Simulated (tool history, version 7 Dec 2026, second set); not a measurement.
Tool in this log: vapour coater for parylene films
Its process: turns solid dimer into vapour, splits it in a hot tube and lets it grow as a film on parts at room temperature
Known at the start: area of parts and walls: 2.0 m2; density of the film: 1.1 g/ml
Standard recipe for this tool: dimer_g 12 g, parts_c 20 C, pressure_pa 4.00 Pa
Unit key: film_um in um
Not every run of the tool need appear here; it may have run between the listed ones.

run   hour  dimer_g  parts_c  pressure_pa  film_um
  1    0.0       12       20         4.00     3.73
  2   13.7       12       27         4.00     2.62
  3   27.9       12       25         4.00     2.87
  4   40.5       12       25         4.00     2.89
  5   50.7       12       25         4.00     2.91
  6   64.2       12       25         4.00     2.88
      69.7  -- trap's valve overhauled
  7   78.8       12       20         4.00     3.97
  8  101.6       12       20         4.00     3.91
     104.1  -- table's thermometer calibrated
  9  114.7       12       20         4.00     3.93
 10  136.0       12       20         4.00     3.88
 11  159.5       12       20         4.00     3.91
 12  176.5       12       20         4.00     3.86
     197.0  -- table's thermometer calibrated, once more
 13  198.8       12       20         4.00     3.99
 14  217.8        7       25         4.00     1.82
 15  240.5       10       16        10.68     3.11
 16  262.6        7       12        10.68     2.63
 17  281.8        7       12        10.68     2.62
 18  303.9        7       12        10.68     2.69
 19  323.3       14       25        10.68     2.82

Predict the results of run 20:
 20  335.1        7       17        10.68        ?

Logged for run 20: film_um 2.05 um.
If the tool had no hidden condition, the same run with the same run-to-run variation would have returned film_um 2.10 um.
